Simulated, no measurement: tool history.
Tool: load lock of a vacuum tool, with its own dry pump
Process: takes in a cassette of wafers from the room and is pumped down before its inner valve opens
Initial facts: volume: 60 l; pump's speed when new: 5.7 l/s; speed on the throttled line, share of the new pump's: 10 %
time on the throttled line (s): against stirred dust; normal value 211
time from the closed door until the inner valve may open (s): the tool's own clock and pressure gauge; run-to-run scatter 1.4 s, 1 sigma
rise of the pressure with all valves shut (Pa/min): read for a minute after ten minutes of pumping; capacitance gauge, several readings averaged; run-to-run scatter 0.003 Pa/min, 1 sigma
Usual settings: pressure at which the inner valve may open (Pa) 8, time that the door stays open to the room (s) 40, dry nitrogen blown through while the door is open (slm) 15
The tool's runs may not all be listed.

| run | day | time on the throttled line (s) | pressure at which the inner valve may open (Pa) | time that the door stays open to the room (s) | dry nitrogen blown through while the door is open (slm) | incoming humidity of the room's air, % | time from the closed door until the inner valve may open (s) | rise of the pressure with all valves shut (Pa/min) |
|---|---|---|---|---|---|---|---|---|
| 1 | 0.000 | 211 | 8 | 40 | 15 | 42.5 | 293.1 | 0.174 |
| 2 | 4.629 | 211 | 11 | 40 | 15 | 46.7 | 290.5 | 0.183 |
| 3 | 11.200 | 211 | 11 | 40 | 15 | 46.6 | 290.3 | 0.188 |
| 4 | 18.475 | 211 | 11 | 40 | 15 | 46.6 | 288.1 | 0.193 |
| 5 | 24.817 | 211 | 8 | 40 | 15 | 43.5 | 292.3 | 0.193 |
| 6 | 32.558 | 211 | 8 | 40 | 15 | 44.6 | 293.2 | 0.206 |
| 7 | 39.217 | 211 | 8 | 40 | 15 | 48.0 | 291.8 | 0.209 |
| 8 | 43.654 | 211 | 8 | 40 | 15 | 47.5 | 291.4 | 0.210 |
| 9 | 48.271 | 211 | 8 | 40 | 15 | 43.4 | 294.2 | 0.204 |
| 10 | 57.250 | 211 | 8 | 40 | 15 | 45.7 | 291.3 | 0.223 |
| 11 | 65.600 | 211 | 12 | 40 | 15 | 42.5 | 291.0 | 0.226 |
| 12 | 72.888 | 211 | 12 | 40 | 15 | 44.3 | 289.6 | 0.225 |
| 13 | 78.492 | 211 | 12 | 40 | 15 | 47.9 | 288.4 | 0.235 |
| 14 | 82.658 | 211 | 12 | 40 | 15 | 46.0 | 289.5 | 0.238 |
| 15 | 88.425 | 211 | 12 | 40 | 15 | 46.1 | 290.4 | 0.250 |
| 16 | 92.617 | 211 | 7 | 40 | 15 | 47.1 | 293.8 | 0.248 |
| 17 | 101.654 | 211 | 9 | 40 | 15 | 43.7 | 291.1 | 0.257 |
| 18 | 109.992 | 211 | 9 | 40 | 15 | 43.8 | 293.5 | 0.265 |
| 19 | 118.629 | 211 | 7 | 110 | 10 | 42.9 | 294.6 | 0.286 |
| 20 | 125.167 | 211 | 6 | 32 | 7 | 46.6 | 296.2 | 0.280 |
| 21 | 134.725 | 211 | 6 | 32 | 7 | 45.5 | 295.4 | 0.288 |
| 22 | 142.404 | 211 | 7 | 32 | 36 | 46.5 | 296.0 | 0.275 |
| 23 | 151.942 | 307 | 11 | 40 | 15 | 44.9 | 377.0 | 0.290 |
| 24 | 156.508 | 307 | 11 | 40 | 15 | 42.8 | 374.8 | 0.303 |
| 25 | 161.517 | 319 | 11 | 109 | 15 | 44.8 | 390.2 | 0.330 |
| 26 | 169.325 | 319 | 11 | 109 | 15 | 43.2 | 387.7 | 0.331 |
| 27 | 177.504 | 211 | 12 | 58 | 7 | 48.1 | 292.3 | 0.336 |
| 28 | 182.921 | 211 | 6 | 58 | 10 | 44.7 | 299.6 | 0.335 |
| 29 | 191.462 | 321 | 8 | 40 | 15 | 45.2 | 393.3 | 0.339 |
| 30 | 195.504 | 165 | 9 | 71 | 9 | 45.6 | 253.0 | 0.354 |
| 31 | 203.479 | 165 | 9 | 71 | 9 | 46.2 | 251.6 | 0.365 |
| 32 | 208.217 | 165 | 9 | 50 | 14 | 44.8 | 252.8 | 0.360 |
| 33 | 216.175 | 165 | 9 | 50 | 14 | 46.0 | 251.7 | 0.354 |
| 34 | 223.175 | 305 | 8 | 140 | 15 | 48.8 | 381.5 | 0.391 |
| 35 | 227.512 | 305 | 8 | 140 | 15 | 44.5 | 376.8 | 0.397 |
| 36 | 234.142 | 132 | 12 | 99 | 8 | 43.2 | 220.0 | 0.404 |

What would each run have given without the hidden state, its run-to-run variation left as it was?
Hidden conditions of the tool in this case: pump's speed, % of a new pump's; leak at the door's seal, Pa l/s; drift of the gauge itself on ready_s, %; drift of the gauge itself on rise_pa_min, %.
| run | time from the closed door until the inner valve may open (s) | rise of the pressure with all valves shut (Pa/min) |
|---|---|---|
| 1 | 291.1 | 0.034 |
| 2 | 288.5 | 0.038 |
| 3 | 288.3 | 0.037 |
| 4 | 286.0 | 0.038 |
| 5 | 290.1 | 0.035 |
| 6 | 290.9 | 0.040 |
| 7 | 289.4 | 0.039 |
| 8 | 289.0 | 0.039 |
| 9 | 291.8 | 0.031 |
| 10 | 288.8 | 0.041 |
| 11 | 288.5 | 0.034 |
| 12 | 287.1 | 0.032 |
| 13 | 285.9 | 0.035 |
| 14 | 286.9 | 0.037 |
| 15 | 287.7 | 0.040 |
| 16 | 291.0 | 0.034 |
| 17 | 288.2 | 0.037 |
| 18 | 290.6 | 0.038 |
| 19 | 291.3 | 0.056 |
| 20 | 292.8 | 0.042 |
| 21 | 291.9 | 0.039 |
| 22 | 292.7 | 0.022 |
| 23 | 374.2 | 0.032 |
| 24 | 372.0 | 0.034 |
| 25 | 387.1 | 0.056 |
| 26 | 384.6 | 0.052 |
| 27 | 288.9 | 0.050 |
| 28 | 295.6 | 0.046 |
| 29 | 389.9 | 0.040 |
| 30 | 249.1 | 0.053 |
| 31 | 247.7 | 0.056 |
| 32 | 248.9 | 0.042 |
| 33 | 247.7 | 0.035 |
| 34 | 377.9 | 0.062 |
| 35 | 373.3 | 0.057 |
| 36 | 215.8 | 0.062 |

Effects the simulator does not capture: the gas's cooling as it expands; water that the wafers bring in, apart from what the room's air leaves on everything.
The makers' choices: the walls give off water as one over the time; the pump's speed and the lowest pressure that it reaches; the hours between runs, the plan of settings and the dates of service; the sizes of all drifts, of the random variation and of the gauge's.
